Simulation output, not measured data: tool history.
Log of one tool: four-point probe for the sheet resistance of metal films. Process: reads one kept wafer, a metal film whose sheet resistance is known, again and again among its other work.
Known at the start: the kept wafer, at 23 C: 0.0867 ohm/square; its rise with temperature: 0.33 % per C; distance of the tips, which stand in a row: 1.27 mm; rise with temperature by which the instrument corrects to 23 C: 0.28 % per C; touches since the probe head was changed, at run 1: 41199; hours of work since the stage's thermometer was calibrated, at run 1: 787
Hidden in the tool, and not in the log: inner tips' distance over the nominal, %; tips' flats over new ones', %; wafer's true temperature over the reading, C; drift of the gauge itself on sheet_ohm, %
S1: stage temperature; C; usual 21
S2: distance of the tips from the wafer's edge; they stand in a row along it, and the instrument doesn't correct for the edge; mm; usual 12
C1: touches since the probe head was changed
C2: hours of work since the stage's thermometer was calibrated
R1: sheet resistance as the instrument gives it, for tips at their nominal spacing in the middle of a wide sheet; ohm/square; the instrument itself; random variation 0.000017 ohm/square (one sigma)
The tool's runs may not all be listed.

run    hour  S1  S2     C1    C2        R1
  1       0  21  12  41199   787  0.087102
  2    84.1  21  12  42328   829  0.087094
  3   206.8  21  12  43976   890  0.087092
  4   290.1  21  12  45095   932  0.087096
  5   390.6  21  74  46445   982  0.086601
  6   461.3  21  12  47394  1017    0.0871
  7   511.4  21  40  48068  1042  0.086644
  8   601.3  23  12  49275  1087  0.087206
  9   659.4  21  12  50055  1116    0.0871
 10   753.3  21  12  51317  1163  0.087106
 11   803.5  21  12  51991  1188  0.087078
 12   880.9  24  12  53031  1227  0.087253
 13   962.4  21  18  54125  1267  0.086832
 14    1047  21  12  55262  1309  0.087117
 15  1122.1  21  12  56270  1347  0.087081
 16  1233.1  21  12  57761  1402  0.087107
 17  1340.1  21  12  59198  1456  0.087092
     1434.5  -- new probe head fitted
 18  1449.3  21  12    199  1510  0.087116
 19    1520  21  11   1149  1545  0.087253
 20  1585.2  21  12   2023  1577   0.08713
 21  1708.5  21  12   3680  1639  0.087161
 22  1763.8  20   8   4422  1666  0.087733
 23  1825.8  20   8   5256  1697  0.087754
 24  1883.9  31  12   6036  1726  0.087602
 25  1997.2  28  15   7558  1783  0.087287
 26    2064  22   8   8455  1816  0.087828
 27  2125.8  22   8   9286  1847  0.087843
 28  2211.7  22  10  10439  1890  0.087389
 29  2301.9  28   5  11650  1935  0.089897
 30  2353.3  28   5  12341  1961   0.08993
 31  2406.7  26   6  13058  1987  0.088902
 32  2476.3  26   6  13993  2022  0.088886
 33  2534.2  21  17  14771  2051  0.086863
 34  2643.5  21  41  16239  2105  0.086647

Forecast each of these 4 alternatives for the next run:
  A  2730.5  21  31  17408  2149   ?
  B  2730.5  21   4  17408  2149   ?
  C  2730.5  29  50  17408  2149   ?
  D  2730.5  34  67  17408  2149   ?

run        R1
  A  0.086709
  B  0.091069
  C  0.087026
  D  0.087245
Without the tool's hidden state the same runs would have given:
run        R1
  A  0.086694
  B  0.091053
  C  0.087012
  D  0.087231

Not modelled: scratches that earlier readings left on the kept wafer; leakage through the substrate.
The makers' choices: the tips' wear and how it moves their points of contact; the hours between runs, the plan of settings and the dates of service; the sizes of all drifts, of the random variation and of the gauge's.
